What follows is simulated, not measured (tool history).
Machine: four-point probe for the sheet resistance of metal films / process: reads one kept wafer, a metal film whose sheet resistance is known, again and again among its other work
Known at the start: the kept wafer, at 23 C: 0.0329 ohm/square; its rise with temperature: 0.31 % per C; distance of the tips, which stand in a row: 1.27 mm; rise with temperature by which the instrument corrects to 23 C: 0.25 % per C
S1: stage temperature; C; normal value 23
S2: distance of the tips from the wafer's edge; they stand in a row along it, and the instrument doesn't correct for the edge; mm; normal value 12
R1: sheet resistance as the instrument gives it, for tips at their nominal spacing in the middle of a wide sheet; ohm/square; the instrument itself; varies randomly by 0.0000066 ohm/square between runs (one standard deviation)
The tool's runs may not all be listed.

run   hour  S1  S2        R1
  1      0  23  12  0.033022
  2   13.8  23  12  0.033025
  3     23  23  12   0.03303
  4   31.8  23  12  0.033013
  5   49.6  23  12  0.033024
  6   62.6  23  26  0.032863
  7   75.4  35  12  0.033227
  8   88.6  35  12  0.033243
  9   99.8  35  12  0.033227
 10  108.8  23  12  0.033011
 11  119.1  23  29  0.032826
 12  131.4  23  74  0.032817
 13  147.4  23   9  0.033151
 14  164.5  23   7  0.033367
 15  173.6  23   7  0.033374
 16  183.3  23   7  0.033359
 17    195  28   4   0.03458
 18  209.8  28   4  0.034583
     211.6  -- stage's thermometer calibrated
 19  222.2  23  20  0.032869
 20  237.8  23  20  0.032857
     253.5  -- stage's thermometer calibrated, once more
 21  254.3  22  19  0.032883
 22  265.7  22  19  0.032871
 23  274.2  21  10   0.03305
 24  284.9  26  17  0.032973
 25  292.8  26  17  0.032959
 26  308.4  26  17  0.032965
 27  317.6  26  17  0.032958
 28  332.6  26  17  0.032954

What if the next run were any one of these 5? Each begins from the tool's condition after run 28:
  A  347.6  23   3   ?
  B  347.6  22   5   ?
  C  347.6  22   5   ?
  D  347.6  26  19   ?
  E  347.6  19  17   ?

run        R1
  A  0.035659
  B  0.033873
  C  0.033879
  D  0.032946
  E  0.032812
With no hidden state in the tool, these same runs would have given:
run        R1
  A  0.035769
  B  0.033979
  C  0.033985
  D  0.033049
  E  0.032914

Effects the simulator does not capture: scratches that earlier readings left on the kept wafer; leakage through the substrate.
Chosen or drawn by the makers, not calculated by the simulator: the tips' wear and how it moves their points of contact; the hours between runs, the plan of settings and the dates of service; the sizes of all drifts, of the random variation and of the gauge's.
